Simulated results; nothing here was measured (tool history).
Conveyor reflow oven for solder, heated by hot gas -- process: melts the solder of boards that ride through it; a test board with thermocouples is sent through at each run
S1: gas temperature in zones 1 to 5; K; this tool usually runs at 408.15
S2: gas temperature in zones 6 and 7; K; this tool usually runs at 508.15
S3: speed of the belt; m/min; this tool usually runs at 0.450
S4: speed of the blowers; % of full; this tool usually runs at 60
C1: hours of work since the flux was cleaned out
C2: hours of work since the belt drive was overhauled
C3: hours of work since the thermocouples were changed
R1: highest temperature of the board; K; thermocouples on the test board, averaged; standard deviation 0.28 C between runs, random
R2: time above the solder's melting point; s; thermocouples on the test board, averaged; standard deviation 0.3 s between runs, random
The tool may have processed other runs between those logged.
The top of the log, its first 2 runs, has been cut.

run    hour      S1      S2     S3  S4   C1   C2   C3      R1    R2
  3   127.8  408.15  508.15  0.450  61  134  134   54  491.55  70.2
  4   164.2  408.15  508.15  0.450  60  153  153   74  491.75  70.0
  5   202.9  408.15  508.15  0.450  51  174  174   94  487.75  65.2
  6   238.9  408.15  508.15  0.450  65  193  193  113  492.75  71.5
      263.9  -- flux residue cleaned out of gas plates and filters
  7   281.1  408.15  508.15  0.450  60    9  213  133  490.95  69.3
  8   342.3  408.15  508.15  0.450  60   42  246  166  490.85  68.7
  9   406.1  408.15  508.15  0.450  60   76  280  200  490.65  69.2
 10   475.4  408.15  508.15  0.450  60  113  317  237  490.65  69.6
      520.7  -- flux residue cleaned out of gas plates and filters, once more
 11   554.5  408.15  508.15  0.450  60   18  356  276  493.15  71.3
 12   606.5  408.15  517.15  0.450  60   46  384  304  501.15  77.5
 13   677.6  408.15  508.15  0.450  60   84  422  342  492.55  71.1
 14   728.1  408.15  508.15  0.442  60  110  449  369  492.65  72.9
 15   760.2  408.15  508.15  0.450  60  128  466  386  492.95  71.3
 16   823.6  408.15  508.15  0.450  60  161  500  420  492.35  71.2
 17   890.3  407.15  508.15  0.433  55  197  535  455  491.75  72.6
      910.7  -- flux residue cleaned out of gas plates and filters
 18   931.2  399.15  508.15  0.450  60   11  554  474  491.35  67.0
 19   989.3  419.15  508.15  0.508  60   42  585  505  491.05  65.7
 20  1051.3  419.15  511.15  0.515  60   75  618  538  493.15  66.1
     1073.9  -- thermocouples of zones 6 and 7 changed
 21  1088.0  399.15  508.15  0.450  60   93  637    8  490.25  65.5
 22  1157.8  408.15  508.15  0.450  76  131  674   45  496.05  75.0
 23  1204.2  408.15  517.15  0.450  55  155  699   69  498.15  75.5
 24  1237.5  408.15  517.15  0.450  55  173  716   87  497.75  75.5
     1267.6  -- belt drive overhauled, speed set with a stopwatch
 25  1286.4  408.15  517.15  0.450  55  197   10  111  497.05  74.6
     1307.1  -- flux residue cleaned out of gas plates and filters
 26  1363.8  408.15  517.15  0.524  80   30   49  150  501.75  66.9
 27  1437.4  404.15  517.15  0.524  66   69   88  189  495.65  61.4

What does the tool deliver on the next run?
 28  1510.2  397.15  517.15  0.524  61  108  127  228   ?   ?

{"run 28": {"R1": 492.55, "R2": 56.0}}
Without the tool's hidden state the same run would have given R1 492.55 K, R2 55.9 s.

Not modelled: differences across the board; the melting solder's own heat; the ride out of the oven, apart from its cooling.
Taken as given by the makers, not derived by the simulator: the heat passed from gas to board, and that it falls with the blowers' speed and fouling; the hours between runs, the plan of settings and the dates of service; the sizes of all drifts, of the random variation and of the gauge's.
